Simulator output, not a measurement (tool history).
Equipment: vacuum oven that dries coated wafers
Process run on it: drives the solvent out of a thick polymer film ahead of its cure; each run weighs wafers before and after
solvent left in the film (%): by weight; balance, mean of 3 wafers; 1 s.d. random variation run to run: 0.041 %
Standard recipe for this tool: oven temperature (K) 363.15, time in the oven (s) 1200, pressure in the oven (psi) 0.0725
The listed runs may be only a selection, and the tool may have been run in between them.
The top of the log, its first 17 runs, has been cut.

run   hour  oven temperature (K)  time in the oven (s)  pressure in the oven (psi)  hours of work since the thermocouples were calibrated  hours of work since the vacuum gauge was cleaned of residue  solvent left in the film (%)
 18  218.9                363.15                  1200                      0.0725                                                    826                                                          612                          1.59
 19  234.5                363.15                  1200                      0.0725                                                    837                                                          623                          1.52
 20  254.1                363.15                  1200                      0.0725                                                    852                                                          638                          1.52
 21  268.3                363.15                  1200                      0.0725                                                    862                                                          648                          1.49
 22  282.8                363.15                   720                      0.0725                                                    873                                                          659                          3.04
 23  290.8                363.15                   720                      0.0725                                                    878                                                          664                          3.04
 24  307.6                363.15                   900                      0.0395                                                    891                                                          677                          2.22
 25  317.6                361.15                   960                      0.1059                                                    898                                                          684                          2.62
 26  325.5                349.15                  1620                      0.2213                                                    904                                                          690                          4.08
 27  341.6                353.15                  1500                      0.0489                                                    915                                                          701                          2.34
 28  355.5                366.15                   660                      0.1991                                                    925                                                          711                          3.37
 29  373.9                363.15                  1560                      0.0714                                                    939                                                          725                          1.02
 30  386.7                363.15                  1560                      0.0725                                                    948                                                          734                          1.01
 31  406.4                375.15                  1260                      0.1764                                                    963                                                          748                          0.84
 32  421.2                363.15                  1200                      0.2582                                                    973                                                          759                          2.42
 33  434.9                366.15                  1260                      0.0468                                                    983                                                          769                          0.98
 34  446.3                366.15                  1260                      0.0468                                                    992                                                          778                          0.99
 35  458.1                362.15                   660                      0.1439                                                   1000                                                          786                          3.86
 36  474.6                362.15                  1560                      0.1559                                                   1012                                                          798                          1.53
 37  483.2                350.15                  1200                      0.0725                                                   1018                                                          804                          3.76
 38  496.7                363.15                  1620                      0.1323                                                   1028                                                          814                          1.27
 39  515.8                363.15                  1620                      0.1323                                                   1042                                                          828                          1.23

Consider 5 possible next runs. They are alternatives, not a sequence: every one starts from the tool as it was left by run 39. What does each give?
  A  534.6                360.15                  1560                      0.1323                                                   1056                                                          842                             ?
  B  534.6                363.15                  1980                      0.1323                                                   1056                                                          842                             ?
  C  534.6                363.15                  1620                       0.244                                                   1056                                                          842                             ?
  D  534.6                363.15                   660                      0.0763                                                   1056                                                          842                             ?
  E  534.6                355.15                   960                      0.0541                                                   1056                                                          842                             ?

run  solvent left in the film (%)
  A                          1.66
  B                             1
  C                          1.81
  D                           3.4
  E                          3.47
Had the tool no hidden state, the same runs would have come out as:
run  solvent left in the film (%)
  A                          1.64
  B                          0.99
  C                          1.79
  D                          3.39
  E                          3.45

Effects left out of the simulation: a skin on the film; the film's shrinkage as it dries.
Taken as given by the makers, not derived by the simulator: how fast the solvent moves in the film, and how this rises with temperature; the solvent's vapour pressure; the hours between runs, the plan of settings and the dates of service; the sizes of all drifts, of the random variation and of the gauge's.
